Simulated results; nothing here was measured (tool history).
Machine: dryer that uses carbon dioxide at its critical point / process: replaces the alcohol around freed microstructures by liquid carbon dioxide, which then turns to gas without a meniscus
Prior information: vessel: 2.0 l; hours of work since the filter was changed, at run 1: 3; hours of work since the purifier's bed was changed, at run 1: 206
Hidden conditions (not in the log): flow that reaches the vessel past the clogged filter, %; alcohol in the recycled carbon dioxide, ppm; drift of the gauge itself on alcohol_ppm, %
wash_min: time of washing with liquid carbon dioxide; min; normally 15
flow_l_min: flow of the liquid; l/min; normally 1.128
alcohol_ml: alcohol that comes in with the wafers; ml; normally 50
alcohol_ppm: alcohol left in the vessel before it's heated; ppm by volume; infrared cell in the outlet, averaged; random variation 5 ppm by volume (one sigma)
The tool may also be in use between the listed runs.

run     day  wash_min  flow_l_min  alcohol_ml  hours of work since the filter was changed  hours of work since the purifier's bed was changed  alcohol_ppm
  1       0        15       1.128          50                                           3                                                 206           87
  2    0.75        15       1.128          50                                          16                                                 219           95
  3     1.8        15       1.128          50                                          34                                                 237           92
  4     3.1        15       1.128          50                                          56                                                 259           98
  5   4.371        15         0.9          50                                          77                                                 280          191
  6   5.408        15         0.9          50                                          95                                                 298          201
  7   6.329        15         0.9          50                                         111                                                 314          211
  8   7.242        15         0.9          50                                         126                                                 329          222
  9   8.212        15       1.128          50                                         143                                                 345          127
 10   9.104        15       1.128          50                                         158                                                 361          132
 11  10.321        15       1.128          50                                         178                                                 381          143
 12  11.771        15       1.128          50                                         203                                                 406          156
 13  12.742        15       1.128          50                                         219                                                 422          160
 14      14        15       1.128          85                                         241                                                 444          198
 15  14.871        15       1.128          50                                         255                                                 458          171
 16  15.992        15       1.128          41                                         274                                                 477          172
 17   17.15        15       1.128          41                                         294                                                 497          190
 18  18.388        15        1.79          50                                         315                                                 518          157
 19  19.333        15        1.79          50                                         331                                                 534          159
 20  20.475        14       1.128          36                                         350                                                 553          204

What does the tool deliver on the next run?
     21.008  -- purifier's bed changed
 21  21.367        14       1.128          36                                         364                                                   6            ?

{"run 21": {"alcohol_ppm": 65}}
If the tool had no hidden condition, the same run with the same run-to-run variation would have returned alcohol_ppm 37 ppm by volume.
